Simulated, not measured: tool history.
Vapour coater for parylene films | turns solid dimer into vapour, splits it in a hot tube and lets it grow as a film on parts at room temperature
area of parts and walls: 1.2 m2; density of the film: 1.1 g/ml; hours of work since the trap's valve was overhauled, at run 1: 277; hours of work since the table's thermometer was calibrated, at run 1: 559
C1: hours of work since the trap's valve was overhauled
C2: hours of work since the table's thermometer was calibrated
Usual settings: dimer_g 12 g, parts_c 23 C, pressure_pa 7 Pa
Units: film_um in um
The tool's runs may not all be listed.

Run 1, hour 0: usual settings; C1 277; C2 559. Result: film_um 5.13 um.
Run 2, hour 41.5: usual settings; C1 304; C2 587. Result: film_um 5.14 um.
Run 3, hour 81: usual settings but parts_c 20 C; C1 331; C2 613. Result: film_um 5.79 um.
Run 4, hour 126.7: usual settings but parts_c 27 C; C1 361; C2 644. Result: film_um 4.34 um.
Run 5, hour 173.2: usual settings but parts_c 27 C; C1 392; C2 675. Result: film_um 4.31 um.
At hour 211.5: trap's valve overhauled.
Run 6, hour 222.8: usual settings but parts_c 27 C; C1 8; C2 705. Result: film_um 4.72 um.
Run 7, hour 285.4: usual settings; C1 49; C2 747. Result: film_um 5.44 um.
Run 8, hour 340.6: usual settings but parts_c 32 C; C1 86; C2 783. Result: film_um 3.79 um.
Run 9, hour 377.9: usual settings but parts_c 32 C; C1 111; C2 808. Result: film_um 3.77 um.
At hour 382.5: table's thermometer calibrated.
Run 10, hour 439.3: usual settings but dimer_g 7 g, parts_c 18 C; C1 151; C2 38. Result: film_um 3.86 um.
Run 11, hour 494.4: usual settings but dimer_g 9 g, parts_c 24 C; C1 188; C2 74. Result: film_um 3.83 um.
Run 12, hour 541.2: usual settings but dimer_g 9 g, parts_c 27 C, pressure_pa 3.11 Pa; C1 219; C2 106. Result: film_um 4.06 um.
Run 13, hour 601.5: usual settings but dimer_g 16 g, parts_c 15 C, pressure_pa 5.14 Pa; C1 259; C2 146. Result: film_um 10.16 um.
At hour 642.6: table's thermometer calibrated, once more.
Run 14, hour 661.3: usual settings but dimer_g 11 g, parts_c 34 C; C1 298; C2 12. Result: film_um 3.06 um.
Run 15, hour 707.6: usual settings but dimer_g 6 g, parts_c 34 C, pressure_pa 10.48 Pa; C1 329; C2 43. Result: film_um 1.53 um.
Run 16, hour 756.2: usual settings but dimer_g 6 g, parts_c 25 C, pressure_pa 11.57 Pa; C1 361; C2 76. Result: film_um 2.04 um.

Hidden state at the last listed run before each entry between runs and at the first one after, where it differs:
Between runs 5 and 6: trap's valve overhauled (hour 211.5)
  vapour lost through the trap's worn valve, %: 7.4 -> 0.3; true temperature of the parts over the reading, C: -0.27 -> -0.29
  measured less the result without the state, film_um: -0.3 -> +0.04 um
Between runs 9 and 10: table's thermometer calibrated (hour 382.5)
  vapour lost through the trap's worn valve, %: 2.3 -> 3.1; true temperature of the parts over the reading, C: -0.35 -> -0.52
  measured less the result without the state, film_um: -0.03 -> -0.04 um
Between runs 13 and 14: table's thermometer calibrated, once more (hour 642.6)
  vapour lost through the trap's worn valve, %: 5.2 -> 5.9; true temperature of the parts over the reading, C: -0.58 -> -0.02
  measured less the result without the state, film_um: -0.31 -> -0.19 um
